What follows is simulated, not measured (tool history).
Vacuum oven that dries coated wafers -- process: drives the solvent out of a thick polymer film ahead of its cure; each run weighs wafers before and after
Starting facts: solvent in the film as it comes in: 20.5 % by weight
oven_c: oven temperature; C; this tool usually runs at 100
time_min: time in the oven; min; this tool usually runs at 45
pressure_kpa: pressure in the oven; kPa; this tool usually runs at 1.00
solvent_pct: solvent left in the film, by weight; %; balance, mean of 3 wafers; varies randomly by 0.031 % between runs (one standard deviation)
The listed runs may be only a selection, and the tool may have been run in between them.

Run 1, day 0.000: usual settings. Result: solvent_pct 3.08 %.
Run 2, day 0.279: usual settings. Result: solvent_pct 3.14 %.
Run 3, day 0.704: usual settings. Result: solvent_pct 3.05 %.
Run 4, day 1.188: usual settings. Result: solvent_pct 3.12 %.
Run 5, day 1.533: usual settings. Result: solvent_pct 3.05 %.
Run 6, day 1.762: usual settings. Result: solvent_pct 3.07 %.
Run 7, day 2.250: usual settings. Result: solvent_pct 3.06 %.
Run 8, day 2.683: usual settings but oven_c 114 C, time_min 22 min. Result: solvent_pct 3.20 %.
Run 9, day 3.179: usual settings but oven_c 114 C, time_min 22 min. Result: solvent_pct 3.14 %.
At day 3.312: oven's thermocouples calibrated.
Run 10, day 3.533: usual settings but oven_c 103 C, time_min 31 min, pressure_kpa 1.80 kPa. Result: solvent_pct 4.60 %.
Run 11, day 3.967: usual settings but oven_c 105 C, pressure_kpa 1.93 kPa. Result: solvent_pct 2.42 %.
Run 12, day 4.425: usual settings but oven_c 105 C, pressure_kpa 1.93 kPa. Result: solvent_pct 2.43 %.

Here are 3 independent what-if runs from the current tool condition. What would each one return?
Run A, day 4.929: usual settings but oven_c 105 C, time_min 31 min, pressure_kpa 1.08 kPa. Result: solvent_pct ?.
Run B, day 4.929: usual settings but oven_c 85 C, time_min 78 min, pressure_kpa 1.93 kPa. Result: solvent_pct ?.
Run C, day 4.929: usual settings but oven_c 94 C. Result: solvent_pct ?.

run  solvent_pct
  A         3.73
  B         5.46
  C         4.96
What these runs would have given with no unlogged condition in the tool:
run  solvent_pct
  A         3.40
  B         5.03
  C         4.57
